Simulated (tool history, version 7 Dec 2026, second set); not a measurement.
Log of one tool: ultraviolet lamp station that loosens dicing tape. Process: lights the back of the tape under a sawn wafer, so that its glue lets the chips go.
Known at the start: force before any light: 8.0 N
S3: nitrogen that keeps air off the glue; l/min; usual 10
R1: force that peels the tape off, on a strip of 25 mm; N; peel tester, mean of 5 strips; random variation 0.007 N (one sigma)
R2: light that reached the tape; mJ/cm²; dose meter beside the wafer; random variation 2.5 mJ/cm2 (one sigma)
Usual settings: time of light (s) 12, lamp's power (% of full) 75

{"run": 1, "day": 0.0, "time of light (s)": 12, "lamp's power (% of full)": 75, "S3": 10, "R1": 0.413, "R2": 250}
{"run": 2, "day": 2.067, "time of light (s)": 12, "lamp's power (% of full)": 75, "S3": 10, "R1": 0.445, "R2": 247}
{"run": 3, "day": 4.288, "time of light (s)": 12, "lamp's power (% of full)": 93, "S3": 10, "R1": 0.257, "R2": 308}
{"run": 4, "day": 6.183, "time of light (s)": 12, "lamp's power (% of full)": 93, "S3": 10, "R1": 0.256, "R2": 300}
{"run": 5, "day": 7.362, "time of light (s)": 12, "lamp's power (% of full)": 93, "S3": 10, "R1": 0.268, "R2": 298}
{"run": 6, "day": 10.062, "time of light (s)": 6, "lamp's power (% of full)": 75, "S3": 10, "R1": 1.903, "R2": 121}
{"run": 7, "day": 12.021, "time of light (s)": 12, "lamp's power (% of full)": 67, "S3": 10, "R1": 0.657, "R2": 211}
{"run": 8, "day": 14.229, "time of light (s)": 12, "lamp's power (% of full)": 67, "S3": 10, "R1": 0.694, "R2": 207}
{"run": 9, "day": 15.821, "time of light (s)": 12, "lamp's power (% of full)": 75, "S3": 10, "R1": 0.524, "R2": 232}
{"run": 10, "day": 18.15, "time of light (s)": 12, "lamp's power (% of full)": 75, "S3": 10, "R1": 0.54, "R2": 226}
{"run": 11, "day": 20.033, "time of light (s)": 12, "lamp's power (% of full)": 75, "S3": 10, "R1": 0.569, "R2": 222}
{"run": 12, "day": 22.046, "time of light (s)": 12, "lamp's power (% of full)": 75, "S3": 10, "R1": 0.575, "R2": 226}
{"run": 13, "day": 24.133, "time of light (s)": 24, "lamp's power (% of full)": 75, "S3": 10, "R1": 0.073, "R2": 485}
{"run": 14, "day": 26.758, "time of light (s)": 12, "lamp's power (% of full)": 75, "S3": 10, "R1": 0.485, "R2": 240}
{"run": 15, "day": 29.4, "time of light (s)": 12, "lamp's power (% of full)": 75, "S3": 10, "R1": 0.5, "R2": 235}
{"run": 16, "day": 30.704, "time of light (s)": 12, "lamp's power (% of full)": 75, "S3": 10, "R1": 0.496, "R2": 239}
{"run": 17, "day": 32.975, "time of light (s)": 12, "lamp's power (% of full)": 75, "S3": 10, "R1": 0.545, "R2": 234}
{"run": 18, "day": 34.608, "time of light (s)": 12, "lamp's power (% of full)": 75, "S3": 10, "R1": 0.549, "R2": 228}
{"run": 19, "day": 36.888, "time of light (s)": 12, "lamp's power (% of full)": 75, "S3": 10, "R1": 0.267, "R2": 295}
{"run": 20, "day": 39.042, "time of light (s)": 12, "lamp's power (% of full)": 75, "S3": 10, "R1": 0.269, "R2": 294}
{"run": 21, "day": 41.7, "time of light (s)": 12, "lamp's power (% of full)": 75, "S3": 10, "R1": 0.282, "R2": 291}
{"run": 22, "day": 43.592, "time of light (s)": 12, "lamp's power (% of full)": 75, "S3": 10, "R1": 0.283, "R2": 289}
{"run": 23, "day": 45.917, "time of light (s)": 9, "lamp's power (% of full)": 75, "S3": 9, "R1": 0.716, "R2": 214}
{"run": 24, "day": 48.538, "time of light (s)": 12, "lamp's power (% of full)": 81, "S3": 4, "R1": 0.657, "R2": 304}
{"run": 25, "day": 51.146, "time of light (s)": 8, "lamp's power (% of full)": 81, "S3": 14, "R1": 0.544, "R2": 205}
{"run": 26, "day": 52.604, "time of light (s)": 20, "lamp's power (% of full)": 69, "S3": 13, "R1": 0.089, "R2": 430}
{"run": 27, "day": 54.062, "time of light (s)": 20, "lamp's power (% of full)": 69, "S3": 13, "R1": 0.082, "R2": 426}
{"run": 28, "day": 56.233, "time of light (s)": 15, "lamp's power (% of full)": 74, "S3": 10, "R1": 0.187, "R2": 339}
{"run": 29, "day": 57.838, "time of light (s)": 8, "lamp's power (% of full)": 74, "S3": 10, "R1": 0.852, "R2": 190}
{"run": 30, "day": 59.362, "time of light (s)": 13, "lamp's power (% of full)": 64, "S3": 11, "R1": 0.341, "R2": 265}
{"run": 31, "day": 60.858, "time of light (s)": 6, "lamp's power (% of full)": 88, "S3": 3, "R1": 2.261, "R2": 167}
{"run": 32, "day": 62.442, "time of light (s)": 7, "lamp's power (% of full)": 88, "S3": 3, "R1": 1.877, "R2": 195}
{"run": 33, "day": 64.346, "time of light (s)": 7, "lamp's power (% of full)": 88, "S3": 3, "R1": 1.87, "R2": 191}
{"run": 34, "day": 66.133, "time of light (s)": 7, "lamp's power (% of full)": 88, "S3": 14, "R1": 0.641, "R2": 190}
{"run": 35, "day": 67.9, "time of light (s)": 7, "lamp's power (% of full)": 88, "S3": 14, "R1": 0.658, "R2": 187}
{"run": 36, "day": 70.662, "time of light (s)": 24, "lamp's power (% of full)": 64, "S3": 7, "R1": 0.109, "R2": 472}
{"run": 37, "day": 72.617, "time of light (s)": 24, "lamp's power (% of full)": 64, "S3": 7, "R1": 0.117, "R2": 467}
{"run": 38, "day": 74.688, "time of light (s)": 24, "lamp's power (% of full)": 64, "S3": 7, "R1": 0.115, "R2": 465}
{"run": 39, "day": 76.796, "time of light (s)": 12, "lamp's power (% of full)": 64, "S3": 6, "R1": 0.87, "R2": 231}
{"run": 40, "day": 79.1, "time of light (s)": 12, "lamp's power (% of full)": 89, "S3": 6, "R1": 0.384, "R2": 318}
{"run": 41, "day": 81.475, "time of light (s)": 16, "lamp's power (% of full)": 92, "S3": 3, "R1": 0.354, "R2": 431}
{"run": 42, "day": 82.912, "time of light (s)": 16, "lamp's power (% of full)": 92, "S3": 3, "R1": 0.352, "R2": 423}

Taken out of this log: 4 entries between the listed runs. Where each belongs, and how the hidden state differs across it:
Between runs 4 and 5: window cleaned of glue's vapour (day 6.788)
  lamp's light, % of a new lamp's: 84.2 -> 83.9; light that the window lets through, % of a clean one's: 94.2 -> 93.2
  measured less the result without the state, R1: +0.123 -> +0.139 N; R2: -78 -> -83 mJ/cm²
Between runs 12 and 13: window cleaned of glue's vapour, once more (day 23.421)
  lamp's light, % of a new lamp's: 80.5 -> 80; light that the window lets through, % of a clean one's: 90.7 -> 99.2
  measured less the result without the state, R1: +0.335 -> +0.017 N; R2: -84 -> -126 mJ/cm²
Between runs 18 and 19: lamp changed (day 36.154)
  lamp's light, % of a new lamp's: 77.5 -> 99.8; light that the window lets through, % of a clean one's: 97.4 -> 97
  measured less the result without the state, R1: +0.292 -> +0.024 N; R2: -74 -> -9 mJ/cm²
Between runs 28 and 29: window cleaned of glue's vapour (day 57.679)
  lamp's light, % of a new lamp's: 95.3 -> 94.9; light that the window lets through, % of a clean one's: 93.8 -> 99.7
  measured less the result without the state, R1: +0.051 -> +0.099 N; R2: -41 -> -10 mJ/cm²
